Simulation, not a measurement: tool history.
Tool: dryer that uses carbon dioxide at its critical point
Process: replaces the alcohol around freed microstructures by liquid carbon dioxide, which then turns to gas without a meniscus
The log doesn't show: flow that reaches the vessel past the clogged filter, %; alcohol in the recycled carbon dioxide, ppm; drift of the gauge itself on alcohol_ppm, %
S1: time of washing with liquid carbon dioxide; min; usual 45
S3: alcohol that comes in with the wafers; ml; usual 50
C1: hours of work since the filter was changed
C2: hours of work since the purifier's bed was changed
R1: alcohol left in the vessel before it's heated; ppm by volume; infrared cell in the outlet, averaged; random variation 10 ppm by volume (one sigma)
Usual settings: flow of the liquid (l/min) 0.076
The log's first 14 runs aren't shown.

run 15 day=3.85 | S1=45 flow_of_the_liquid_(l/min)=0.076 S3=50 | C1=358 C2=151 | R1=914
run 16 day=4.142 | S1=58 flow_of_the_liquid_(l/min)=0.076 S3=50 | C1=363 C2=156 | R1=277
run 17 day=4.308 | S1=58 flow_of_the_liquid_(l/min)=0.076 S3=50 | C1=366 C2=159 | R1=266
run 18 day=4.467 | S1=58 flow_of_the_liquid_(l/min)=0.076 S3=50 | C1=368 C2=161 | R1=266
run 19 day=4.688 | S1=58 flow_of_the_liquid_(l/min)=0.076 S3=50 | C1=372 C2=165 | R1=269
run 20 day=5.071 | S1=68 flow_of_the_liquid_(l/min)=0.076 S3=50 | C1=378 C2=171 | R1=128
run 21 day=5.246 | S1=68 flow_of_the_liquid_(l/min)=0.1093 S3=29 | C1=381 C2=174 | R1=51
run 22 day=5.583 | S1=39 flow_of_the_liquid_(l/min)=0.1207 S3=49 | C1=387 C2=180 | R1=181
run 23 day=5.746 | S1=41 flow_of_the_liquid_(l/min)=0.0467 S3=49 | C1=390 C2=183 | R1=7396
run 24 day=6.029 | S1=41 flow_of_the_liquid_(l/min)=0.0467 S3=49 | C1=394 C2=187 | R1=7434
run 25 day=6.296 | S1=36 flow_of_the_liquid_(l/min)=0.079 S3=114 | C1=399 C2=192 | R1=4557
run 26 day=6.6 | S1=48 flow_of_the_liquid_(l/min)=0.076 S3=50 | C1=404 C2=197 | R1=720
run 27 day=6.775 | S1=29 flow_of_the_liquid_(l/min)=0.1032 S3=96 | C1=407 C2=200 | R1=3080
run 28 day=7.083 | S1=29 flow_of_the_liquid_(l/min)=0.1032 S3=96 | C1=412 C2=205 | R1=3077
run 29 day=7.438 | S1=29 flow_of_the_liquid_(l/min)=0.1032 S3=96 | C1=418 C2=211 | R1=3097
run 30 day=7.683 | S1=29 flow_of_the_liquid_(l/min)=0.0672 S3=96 | C1=422 C2=215 | R1=13513
-- day=7.971 inlet filter changed
run 31 day=8 | S1=29 flow_of_the_liquid_(l/min)=0.0611 S3=96 | C1=0 C2=220 | R1=14267
run 32 day=8.304 | S1=45 flow_of_the_liquid_(l/min)=0.1267 S3=50 | C1=6 C2=225 | R1=85
run 33 day=8.479 | S1=49 flow_of_the_liquid_(l/min)=0.076 S3=25 | C1=9 C2=228 | R1=268
run 34 day=8.758 | S1=55 flow_of_the_liquid_(l/min)=0.1153 S3=31 | C1=13 C2=232 | R1=67
run 35 day=8.967 | S1=45 flow_of_the_liquid_(l/min)=0.0933 S3=50 | C1=17 C2=236 | R1=252
run 36 day=9.267 | S1=45 flow_of_the_liquid_(l/min)=0.0933 S3=50 | C1=22 C2=241 | R1=261
run 37 day=9.508 | S1=47 flow_of_the_liquid_(l/min)=0.0933 S3=22 | C1=26 C2=245 | R1=127
run 38 day=9.708 | S1=47 flow_of_the_liquid_(l/min)=0.0933 S3=99 | C1=29 C2=248 | R1=355

3 ways to go on from here, each from the tool as it stands after run 38. What would each give?
run A day=9.992 | S1=47 flow_of_the_liquid_(l/min)=0.0933 S3=70 | C1=34 C2=253 | R1=?
run B day=9.992 | S1=59 flow_of_the_liquid_(l/min)=0.054 S3=102 | C1=34 C2=253 | R1=?
run C day=9.992 | S1=44 flow_of_the_liquid_(l/min)=0.0516 S3=51 | C1=34 C2=253 | R1=?

run=A R1=283
run=B R1=2037
run=C R1=3738
Without the tool's hidden state the same runs would have given:
run=A R1=199
run=B R1=1833
run=C R1=3488

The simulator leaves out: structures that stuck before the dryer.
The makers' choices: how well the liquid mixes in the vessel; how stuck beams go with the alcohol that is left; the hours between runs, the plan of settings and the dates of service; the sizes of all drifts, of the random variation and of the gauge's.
